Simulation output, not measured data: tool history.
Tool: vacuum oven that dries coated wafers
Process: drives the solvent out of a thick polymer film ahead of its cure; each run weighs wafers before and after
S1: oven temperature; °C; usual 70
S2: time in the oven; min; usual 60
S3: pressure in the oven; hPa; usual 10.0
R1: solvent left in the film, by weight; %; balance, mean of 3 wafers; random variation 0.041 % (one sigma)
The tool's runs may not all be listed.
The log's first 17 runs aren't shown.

| run | hour | S1 | S2 | S3 | R1 |
|---|---|---|---|---|---|
| 18 | 262.2 | 80 | 68 | 10.0 | 0.26 |
| 19 | 273.6 | 80 | 68 | 10.0 | 0.29 |
| 20 | 287.0 | 63 | 68 | 32.2 | 3.69 |
| 21 | 302.4 | 74 | 87 | 30.3 | 0.88 |
| 22 | 312.5 | 66 | 87 | 36.5 | 2.08 |
| 23 | 329.9 | 66 | 87 | 36.5 | 2.11 |
| 24 | 345.0 | 66 | 87 | 36.5 | 2.17 |
| 25 | 360.4 | 62 | 73 | 18.5 | 3.18 |
| 26 | 371.5 | 71 | 86 | 39.0 | 1.39 |
| 27 | 385.5 | 75 | 32 | 32.6 | 3.06 |
| 28 | 395.3 | 75 | 32 | 22.2 | 2.95 |
| 29 | 414.7 | 65 | 51 | 6.0 | 3.43 |
| 30 | 429.0 | 65 | 51 | 6.0 | 3.40 |
| 31 | 445.0 | 64 | 93 | 34.8 | 2.22 |
| 32 | 467.0 | 84 | 93 | 34.8 | 0.56 |

3 ways to go on from here, each from the tool as it stands after run 32. What would each give?
| A | 478.7 | 74 | 60 | 10.0 | ? |
| B | 478.7 | 81 | 93 | 26.0 | ? |
| C | 478.7 | 66 | 50 | 6.2 | ? |

| run | R1 |
|---|---|
| A | 0.84 |
| B | 0.54 |
| C | 3.19 |
Without the tool's hidden state the same runs would have given:
| run | R1 |
|---|---|
| A | 0.94 |
| B | 0.51 |
| C | 3.51 |

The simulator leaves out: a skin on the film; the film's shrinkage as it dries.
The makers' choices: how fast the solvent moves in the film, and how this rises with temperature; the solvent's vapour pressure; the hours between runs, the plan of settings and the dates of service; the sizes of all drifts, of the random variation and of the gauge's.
